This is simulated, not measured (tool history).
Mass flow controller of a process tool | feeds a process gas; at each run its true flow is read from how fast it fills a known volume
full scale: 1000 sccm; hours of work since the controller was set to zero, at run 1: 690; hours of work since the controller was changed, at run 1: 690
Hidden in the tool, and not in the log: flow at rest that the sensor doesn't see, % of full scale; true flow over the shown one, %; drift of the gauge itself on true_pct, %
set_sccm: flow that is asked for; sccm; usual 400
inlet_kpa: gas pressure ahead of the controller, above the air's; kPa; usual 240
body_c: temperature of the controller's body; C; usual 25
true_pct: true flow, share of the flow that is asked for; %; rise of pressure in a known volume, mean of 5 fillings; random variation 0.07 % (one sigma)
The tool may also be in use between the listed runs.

run,day,set_sccm,inlet_kpa,body_c,hours of work since the controller was set to zero,hours of work since the controller was changed,true_pct
1,0.000,400,240,25,690,690,98.57
2,5.971,400,240,25,771,771,98.60
3,12.654,400,240,25,862,862,98.50
4,18.125,400,240,25,937,937,98.64
5,24.400,400,240,25,1022,1022,98.55
6,29.658,400,240,25,1093,1093,98.58
7,34.546,400,240,25,1160,1160,98.53
8,37.508,400,240,25,1200,1200,98.67
9,42.400,400,240,25,1267,1267,98.41
10,46.483,308,238,37,1322,1322,97.78
11,51.000,308,238,37,1384,1384,97.72
12,55.950,158,240,26,1451,1451,97.85
13,60.838,158,240,26,1518,1518,97.99

4 ways to go on from here, each from the tool as it stands after run 13. What would each give?
A,65.729,552,239,30,1584,1584,?
B,65.729,900,240,28,1584,1584,?
C,65.729,454,240,33,1584,1584,?
D,65.729,119,147,23,1584,1584,?

run,true_pct
A,98.71
B,99.55
C,98.29
D,98.35
Without the tool's hidden state the same runs would have given:
run,true_pct
A,98.71
B,99.54
C,98.29
D,98.34

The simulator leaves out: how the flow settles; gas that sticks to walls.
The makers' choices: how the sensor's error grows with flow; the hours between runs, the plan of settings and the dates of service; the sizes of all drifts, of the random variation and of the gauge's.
